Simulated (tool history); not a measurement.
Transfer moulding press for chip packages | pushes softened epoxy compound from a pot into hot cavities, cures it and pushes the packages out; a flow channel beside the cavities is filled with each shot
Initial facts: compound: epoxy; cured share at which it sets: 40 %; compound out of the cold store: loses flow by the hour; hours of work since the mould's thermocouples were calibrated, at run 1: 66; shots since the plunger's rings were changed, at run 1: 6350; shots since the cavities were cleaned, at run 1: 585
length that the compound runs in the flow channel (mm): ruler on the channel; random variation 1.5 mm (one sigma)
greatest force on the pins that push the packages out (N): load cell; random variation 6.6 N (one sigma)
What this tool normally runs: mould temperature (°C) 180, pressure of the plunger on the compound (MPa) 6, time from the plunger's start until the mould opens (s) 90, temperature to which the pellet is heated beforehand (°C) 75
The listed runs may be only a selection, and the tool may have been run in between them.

| run | hour | mould temperature (°C) | pressure of the plunger on the compound (MPa) | time from the plunger's start until the mould opens (s) | temperature to which the pellet is heated beforehand (°C) | hours of work since the mould's thermocouples were calibrated | shots since the plunger's rings were changed | shots since the cavities were cleaned | incoming compound's hours out of the cold store | length that the compound runs in the flow channel (mm) | greatest force on the pins that push the packages out (N) |
|---|---|---|---|---|---|---|---|---|---|---|---|
| 1 | 0 | 180 | 6 | 90 | 75 | 66 | 6350 | 585 | 12.2 | 675 | 475 |
|  | 12.4 | plunger's sealing rings changed |
| 2 | 16 | 180 | 6 | 90 | 75 | 76 | 51 | 775 | 12.8 | 702 | 502 |
|  | 18.5 | cavities cleaned with cleaning compound and waxed |
| 3 | 30.4 | 180 | 6 | 90 | 75 | 86 | 232 | 167 | 29.9 | 640 | 395 |
| 4 | 38 | 180 | 6 | 98 | 75 | 92 | 339 | 274 | 11.8 | 704 | 392 |
| 5 | 51 | 187 | 6 | 98 | 75 | 101 | 522 | 457 | 12.9 | 681 | 346 |
| 6 | 62.3 | 187 | 4.73 | 98 | 75 | 109 | 680 | 615 | 16.7 | 591 | 369 |
| 7 | 72.6 | 187 | 4.73 | 98 | 75 | 117 | 824 | 759 | 44.2 | 510 | 377 |
|  | 76.2 | cavities cleaned with cleaning compound and waxed |
| 8 | 82.7 | 180 | 5.45 | 90 | 75 | 123 | 945 | 91 | 36.2 | 585 | 376 |
| 9 | 88.9 | 180 | 5.45 | 90 | 75 | 128 | 1032 | 178 | 24.1 | 623 | 391 |
| 10 | 97.8 | 180 | 6 | 90 | 75 | 134 | 1158 | 304 | 27.1 | 644 | 424 |
| 11 | 106.5 | 180 | 6 | 90 | 75 | 141 | 1279 | 425 | 29.1 | 636 | 439 |
| 12 | 115.2 | 180 | 6 | 90 | 75 | 147 | 1402 | 548 | 23.1 | 658 | 461 |
| 13 | 123.8 | 180 | 6 | 90 | 75 | 154 | 1523 | 669 | 24 | 655 | 462 |
|  | 134 | cavities cleaned with cleaning compound and waxed |
| 14 | 137.1 | 180 | 6 | 90 | 76 | 162 | 1688 | 43 | 43.3 | 587 | 365 |
| 15 | 147.2 | 180 | 6 | 90 | 76 | 170 | 1831 | 186 | 46.7 | 577 | 383 |
| 16 | 159 | 180 | 6 | 90 | 76 | 179 | 1996 | 351 | 24.9 | 647 | 432 |
| 17 | 165.3 | 180 | 6.3 | 92 | 76 | 183 | 2084 | 439 | 26.2 | 657 | 427 |
| 18 | 178.5 | 180 | 5.49 | 90 | 79 | 193 | 2269 | 624 | 19.3 | 638 | 476 |
| 19 | 187.3 | 186 | 6 | 90 | 75 | 199 | 2394 | 749 | 24.9 | 632 | 396 |
|  | 191.9 | cavities cleaned with cleaning compound and waxed |
| 20 | 200.4 | 186 | 6.38 | 92 | 75 | 208 | 2556 | 120 | 27.1 | 642 | 303 |
| 21 | 211.7 | 186 | 6.38 | 92 | 75 | 216 | 2714 | 278 | 12.2 | 699 | 336 |
| 22 | 224.5 | 186 | 6.38 | 92 | 75 | 226 | 2895 | 459 | 30.6 | 630 | 359 |
| 23 | 236.2 | 173 | 5.9 | 72 | 74 | 234 | 3059 | 623 | 15.8 | 689 | 1196 |
| 24 | 244.7 | 178 | 6 | 97 | 75 | 241 | 3179 | 743 | 22.2 | 656 | 459 |
|  | 249 | cavities cleaned with cleaning compound and waxed |
| 25 | 258.6 | 178 | 6 | 97 | 75 | 250 | 3352 | 135 | 35.7 | 611 | 361 |
| 26 | 264.7 | 178 | 6 | 97 | 75 | 254 | 3438 | 221 | 10.7 | 698 | 408 |
| 27 | 276.3 | 183 | 6 | 90 | 75 | 263 | 3600 | 383 | 47.7 | 563 | 372 |
| 28 | 287.5 | 182 | 6 | 78 | 75 | 271 | 3758 | 541 | 22.7 | 643 | 522 |

Here are 3 independent what-if runs from the current tool condition. What would each one return?
| A | 294.8 | 180 | 4.69 | 90 | 68 | 276 | 3860 | 643 | 47.8 | ? | ? |
| B | 294.8 | 180 | 5.67 | 90 | 75 | 276 | 3860 | 643 | 16.7 | ? | ? |
| C | 294.8 | 176 | 4.83 | 90 | 83 | 276 | 3860 | 643 | 43.2 | ? | ? |

| run | length that the compound runs in the flow channel (mm) | greatest force on the pins that push the packages out (N) |
|---|---|---|
| A | 500 | 439 |
| B | 649 | 469 |
| C | 528 | 543 |
The same runs, with their run-to-run variation unchanged, on a tool lacking any hidden condition would have given:
| run | length that the compound runs in the flow channel (mm) | greatest force on the pins that push the packages out (N) |
|---|---|---|
| A | 516 | 330 |
| B | 670 | 353 |
| C | 545 | 409 |
